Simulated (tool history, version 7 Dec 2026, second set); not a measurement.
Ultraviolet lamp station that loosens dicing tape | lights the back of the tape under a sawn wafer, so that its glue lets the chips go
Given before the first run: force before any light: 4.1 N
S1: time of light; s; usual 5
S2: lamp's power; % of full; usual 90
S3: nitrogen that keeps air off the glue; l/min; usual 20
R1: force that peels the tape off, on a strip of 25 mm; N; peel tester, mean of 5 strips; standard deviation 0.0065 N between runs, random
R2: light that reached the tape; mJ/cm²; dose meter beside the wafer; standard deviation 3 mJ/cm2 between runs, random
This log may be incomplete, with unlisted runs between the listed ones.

run   hour  S1  S2  S3     R1   R2
  1      0   5  90  20   0.28  373
  2   53.9   3  90  20  0.676  218
  3  148.1   5  90  24  0.271  350
     224.7  -- window cleaned of glue's vapour
  4  238.7   5  90  24  0.255  367
  5  308.8   5  90  24  0.269  357
  6  364.8   5  90  24  0.285  345
     439.4  -- lamp changed
  7  456.6   5  90  24  0.199  434
  8  510.9   5  90  24  0.202  424
  9  562.4   4  66  34  0.392  247
     629.4  -- window cleaned of glue's vapour
 10  653.3   2  66  34  1.105  127
 11  726.4   2  66  34  1.098  121
 12  794.8   2  66  34  1.178  123
 13  846.6   2  66  34   1.25  121
 14  903.2   8  73  21  0.183  513
 15  990.6   5  87  36  0.204  376

Each row is a separate what-if for the run after 15, all from the same tool condition, not one after another. Results?
     1029.3  -- window cleaned of glue's vapour
  A  1047.9   4  87  36   ?   ?
     1029.3  -- window cleaned of glue's vapour
  B  1047.9   5  92  25   ?   ?
     1029.3  -- window cleaned of glue's vapour
  C  1047.9   5  81  23   ?   ?
     1029.3  -- window cleaned of glue's vapour
  D  1047.9   9  99   7   ?   ?
     1029.3  -- window cleaned of glue's vapour
  E  1047.9   2  80  28   ?   ?

run     R1   R2
  A  0.257  312
  B  0.218  418
  C  0.266  363
  D  0.192  803
  E  1.029  146
Without the tool's unlogged condition, the same runs would have read:
run     R1   R2
  A  0.217  349
  B  0.193  468
  C  0.227  407
  D  0.176  899
  E  0.884  164
